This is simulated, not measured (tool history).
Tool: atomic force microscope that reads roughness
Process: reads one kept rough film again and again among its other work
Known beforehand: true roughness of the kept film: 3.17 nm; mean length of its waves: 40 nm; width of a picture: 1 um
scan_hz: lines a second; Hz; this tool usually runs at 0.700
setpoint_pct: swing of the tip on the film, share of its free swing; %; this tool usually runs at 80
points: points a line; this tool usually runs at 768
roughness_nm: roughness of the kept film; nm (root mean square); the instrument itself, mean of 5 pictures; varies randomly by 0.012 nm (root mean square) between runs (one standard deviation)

Run 1, hour 0.0: usual settings. Result: roughness_nm 2.956 nm (root mean square).
Run 2, hour 65.2: usual settings. Result: roughness_nm 2.832 nm (root mean square).
Run 3, hour 114.8: usual settings. Result: roughness_nm 2.787 nm (root mean square).
Run 4, hour 147.5: usual settings. Result: roughness_nm 2.717 nm (root mean square).
At hour 171.3: new tip fitted.
Run 5, hour 186.2: usual settings. Result: roughness_nm 2.917 nm (root mean square).
Run 6, hour 230.0: usual settings. Result: roughness_nm 2.856 nm (root mean square).
Run 7, hour 280.0: usual settings but points 361. Result: roughness_nm 2.765 nm (root mean square).
Run 8, hour 311.1: usual settings but points 361. Result: roughness_nm 2.745 nm (root mean square).
At hour 342.6: new tip fitted.
Run 9, hour 352.6: usual settings. Result: roughness_nm 2.938 nm (root mean square).
Run 10, hour 416.4: usual settings. Result: roughness_nm 2.837 nm (root mean square).
Run 11, hour 477.3: usual settings. Result: roughness_nm 2.758 nm (root mean square).
At hour 516.0: new tip fitted.
Run 12, hour 527.8: usual settings. Result: roughness_nm 2.936 nm (root mean square).
Run 13, hour 579.0: usual settings. Result: roughness_nm 2.845 nm (root mean square).
Run 14, hour 629.1: usual settings but setpoint_pct 83 %. Result: roughness_nm 2.752 nm (root mean square).
Run 15, hour 658.0: usual settings. Result: roughness_nm 2.751 nm (root mean square).
At hour 687.1: new tip fitted.
Run 16, hour 726.2: usual settings. Result: roughness_nm 2.895 nm (root mean square).
Run 17, hour 785.2: usual settings. Result: roughness_nm 2.808 nm (root mean square).
Run 18, hour 828.8: usual settings. Result: roughness_nm 2.777 nm (root mean square).
At hour 858.8: new tip fitted.
At hour 859.8: height scale calibrated on a step standard.
Run 19, hour 876.6: usual settings. Result: roughness_nm 2.881 nm (root mean square).
Run 20, hour 906.6: usual settings but setpoint_pct 59 %. Result: roughness_nm 2.934 nm (root mean square).
Run 21, hour 952.8: usual settings but setpoint_pct 56 %. Result: roughness_nm 2.865 nm (root mean square).
Run 22, hour 1014.3: usual settings but setpoint_pct 56 %. Result: roughness_nm 2.805 nm (root mean square).
At hour 1032.8: new tip fitted.
Run 23, hour 1051.9: usual settings but setpoint_pct 60 %, points 665. Result: roughness_nm 2.986 nm (root mean square).
Run 24, hour 1106.2: usual settings but scan_hz 3.468 Hz, setpoint_pct 60 %, points 665. Result: roughness_nm 2.724 nm (root mean square).
Run 25, hour 1136.1: usual settings but scan_hz 3.268 Hz, setpoint_pct 81 %, points 477. Result: roughness_nm 2.366 nm (root mean square).
At hour 1202.1: new tip fitted.
Run 26, hour 1202.1: usual settings but scan_hz 1.273 Hz, points 474. Result: roughness_nm 2.821 nm (root mean square).
Run 27, hour 1242.7: usual settings but setpoint_pct 78 %. Result: roughness_nm 2.849 nm (root mean square).
Run 28, hour 1272.1: usual settings but scan_hz 3.795 Hz, setpoint_pct 66 %, points 335. Result: roughness_nm 2.625 nm (root mean square).
Run 29, hour 1326.9: usual settings but scan_hz 0.853 Hz, setpoint_pct 56 %, points 390. Result: roughness_nm 2.784 nm (root mean square).
Run 30, hour 1362.3: usual settings but scan_hz 0.844 Hz, setpoint_pct 65 %, points 631. Result: roughness_nm 2.760 nm (root mean square).
At hour 1373.5: new tip fitted.
Run 31, hour 1426.8: usual settings but scan_hz 0.844 Hz, setpoint_pct 72 %, points 380. Result: roughness_nm 2.839 nm (root mean square).
Run 32, hour 1488.2: usual settings but scan_hz 3.518 Hz, setpoint_pct 84 %. Result: roughness_nm 2.241 nm (root mean square).
Run 33, hour 1540.4: usual settings but scan_hz 1.145 Hz, setpoint_pct 61 %, points 326. Result: roughness_nm 2.722 nm (root mean square).

Forecast run 34:
At hour 1544.8: new tip fitted.
Run 34, hour 1597.8: usual settings but scan_hz 0.994 Hz, setpoint_pct 89 %, points 440. Result: roughness_nm ?.

{"run 34": {"roughness_nm": 2.684}}
The same run, on a tool lacking any hidden state, would have yielded roughness_nm 2.745 nm (root mean square).
